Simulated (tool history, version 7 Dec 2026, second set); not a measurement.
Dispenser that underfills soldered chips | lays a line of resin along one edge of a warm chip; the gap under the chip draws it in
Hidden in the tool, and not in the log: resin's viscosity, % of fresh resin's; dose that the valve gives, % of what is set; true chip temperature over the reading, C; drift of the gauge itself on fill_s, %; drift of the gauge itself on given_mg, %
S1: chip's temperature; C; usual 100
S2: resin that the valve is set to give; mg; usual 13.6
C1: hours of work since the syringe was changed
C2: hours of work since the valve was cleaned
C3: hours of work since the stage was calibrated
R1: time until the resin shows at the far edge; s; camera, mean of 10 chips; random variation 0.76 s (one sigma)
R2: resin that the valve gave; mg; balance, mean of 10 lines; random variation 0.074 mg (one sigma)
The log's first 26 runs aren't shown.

{"hour": 86.5, "done": "new syringe of resin"}
{"run": 27, "hour": 87.4, "S1": 112, "S2": 13.4, "C1": 1, "C2": 117, "C3": 185, "R1": 52.6, "R2": 12.06}
{"run": 28, "hour": 91.8, "S1": 87, "S2": 12.1, "C1": 4, "C2": 121, "C3": 189, "R1": 154.1, "R2": 10.89}
{"hour": 93.9, "done": "new syringe of resin"}
{"run": 29, "hour": 95.5, "S1": 87, "S2": 14.9, "C1": 1, "C2": 124, "C3": 191, "R1": 107.9, "R2": 13.35}
{"run": 30, "hour": 97.9, "S1": 87, "S2": 14.9, "C1": 3, "C2": 125, "C3": 193, "R1": 125.8, "R2": 13.2}
{"run": 31, "hour": 100.3, "S1": 87, "S2": 14.1, "C1": 5, "C2": 127, "C3": 195, "R1": 149.9, "R2": 12.54}
{"hour": 101.3, "done": "new syringe of resin"}
{"run": 32, "hour": 104.8, "S1": 87, "S2": 14.1, "C1": 3, "C2": 131, "C3": 199, "R1": 128.9, "R2": 12.46}
{"hour": 108.9, "done": "new syringe of resin"}
{"run": 33, "hour": 109.7, "S1": 97, "S2": 17.4, "C1": 1, "C2": 134, "C3": 202, "R1": 75.4, "R2": 15.25}
{"run": 34, "hour": 113.0, "S1": 86, "S2": 13.8, "C1": 3, "C2": 137, "C3": 205, "R1": 133.9, "R2": 12.15}
{"hour": 116.3, "done": "new syringe of resin"}
{"hour": 117.3, "done": "dispensing valve cleaned and set on the balance"}
{"run": 35, "hour": 117.8, "S1": 86, "S2": 12.7, "C1": 0, "C2": 0, "C3": 208, "R1": 103.5, "R2": 12.68}
{"run": 36, "hour": 121.8, "S1": 90, "S2": 12.9, "C1": 4, "C2": 4, "C3": 211, "R1": 119.9, "R2": 12.88}

Forecast each of these 4 alternatives for the next run:
{"hour": 124.9, "done": "new syringe of resin"}
{"run": "A", "hour": 125.2, "S1": 115, "S2": 11.9, "C1": 0, "C2": 6, "C3": 213, "R1": "?", "R2": "?"}
{"hour": 124.9, "done": "new syringe of resin"}
{"run": "B", "hour": 125.2, "S1": 113, "S2": 13.4, "C1": 0, "C2": 6, "C3": 213, "R1": "?", "R2": "?"}
{"hour": 124.9, "done": "new syringe of resin"}
{"run": "C", "hour": 125.2, "S1": 90, "S2": 17.5, "C1": 0, "C2": 6, "C3": 213, "R1": "?", "R2": "?"}
{"hour": 124.9, "done": "new syringe of resin"}
{"run": "D", "hour": 125.2, "S1": 100, "S2": 12.3, "C1": 0, "C2": 6, "C3": 213, "R1": "?", "R2": "?"}

run=A R1=45.3 R2=11.83
run=B R1=46 R2=13.34
run=C R1=88 R2=17.41
run=D R1=69 R2=12.35
Without the tool's hidden state the same runs would have given:
run=A R1=46.6 R2=11.87
run=B R1=47.3 R2=13.39
run=C R1=91 R2=17.47
run=D R1=71.1 R2=12.4
